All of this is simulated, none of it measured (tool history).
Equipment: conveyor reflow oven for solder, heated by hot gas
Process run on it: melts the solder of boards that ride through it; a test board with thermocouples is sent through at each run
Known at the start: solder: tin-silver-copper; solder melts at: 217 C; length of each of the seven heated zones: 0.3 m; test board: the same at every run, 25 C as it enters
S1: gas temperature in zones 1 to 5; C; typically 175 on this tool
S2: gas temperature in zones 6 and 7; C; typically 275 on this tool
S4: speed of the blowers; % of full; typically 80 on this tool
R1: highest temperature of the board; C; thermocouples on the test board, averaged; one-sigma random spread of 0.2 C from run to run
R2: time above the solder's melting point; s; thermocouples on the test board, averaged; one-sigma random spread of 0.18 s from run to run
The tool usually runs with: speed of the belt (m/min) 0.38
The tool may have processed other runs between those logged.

{"run": 1, "hour": 0.0, "S1": 175, "S2": 275, "speed of the belt (m/min)": 0.38, "S4": 80, "R1": 265.8, "R2": 83.1}
{"run": 2, "hour": 14.9, "S1": 175, "S2": 289, "speed of the belt (m/min)": 0.38, "S4": 80, "R1": 279.3, "R2": 89.2}
{"hour": 25.5, "done": "thermocouples of zones 6 and 7 changed"}
{"run": 3, "hour": 43.0, "S1": 175, "S2": 289, "speed of the belt (m/min)": 0.38, "S4": 80, "R1": 276.6, "R2": 88.2}
{"run": 4, "hour": 67.9, "S1": 175, "S2": 275, "speed of the belt (m/min)": 0.349, "S4": 80, "R1": 266, "R2": 90.8}
{"run": 5, "hour": 96.9, "S1": 175, "S2": 275, "speed of the belt (m/min)": 0.38, "S4": 66, "R1": 261.4, "R2": 79}
{"run": 6, "hour": 125.2, "S1": 175, "S2": 275, "speed of the belt (m/min)": 0.38, "S4": 80, "R1": 263, "R2": 81.6}
{"run": 7, "hour": 141.2, "S1": 175, "S2": 275, "speed of the belt (m/min)": 0.38, "S4": 80, "R1": 263.7, "R2": 81.5}
{"run": 8, "hour": 170.8, "S1": 175, "S2": 275, "speed of the belt (m/min)": 0.38, "S4": 80, "R1": 263.3, "R2": 81.5}
{"run": 9, "hour": 192.7, "S1": 175, "S2": 275, "speed of the belt (m/min)": 0.38, "S4": 80, "R1": 263.3, "R2": 81.3}
{"run": 10, "hour": 212.5, "S1": 175, "S2": 275, "speed of the belt (m/min)": 0.38, "S4": 80, "R1": 263, "R2": 81}
{"run": 11, "hour": 239.5, "S1": 175, "S2": 275, "speed of the belt (m/min)": 0.38, "S4": 80, "R1": 263.2, "R2": 80.9}
{"run": 12, "hour": 257.2, "S1": 175, "S2": 275, "speed of the belt (m/min)": 0.38, "S4": 80, "R1": 263.1, "R2": 81.2}
{"run": 13, "hour": 274.9, "S1": 175, "S2": 275, "speed of the belt (m/min)": 0.38, "S4": 80, "R1": 262.9, "R2": 81}
{"run": 14, "hour": 305.2, "S1": 175, "S2": 275, "speed of the belt (m/min)": 0.38, "S4": 80, "R1": 262.7, "R2": 81}
{"run": 15, "hour": 320.2, "S1": 175, "S2": 275, "speed of the belt (m/min)": 0.38, "S4": 80, "R1": 262.7, "R2": 80.9}
{"run": 16, "hour": 344.1, "S1": 175, "S2": 275, "speed of the belt (m/min)": 0.38, "S4": 80, "R1": 262.6, "R2": 80.6}
{"run": 17, "hour": 365.8, "S1": 165, "S2": 263, "speed of the belt (m/min)": 0.348, "S4": 80, "R1": 253, "R2": 77.1}

For run 18, what comes out?
{"run": 18, "hour": 394.1, "S1": 165, "S2": 263, "speed of the belt (m/min)": 0.348, "S4": 80, "R1": "?", "R2": "?"}

Logged for run 18: R1 252.6 C, R2 77 s.
With the hidden condition absent and the run-to-run variation left alone, this run would have shown R1 254.2 C, R2 78.6 s.
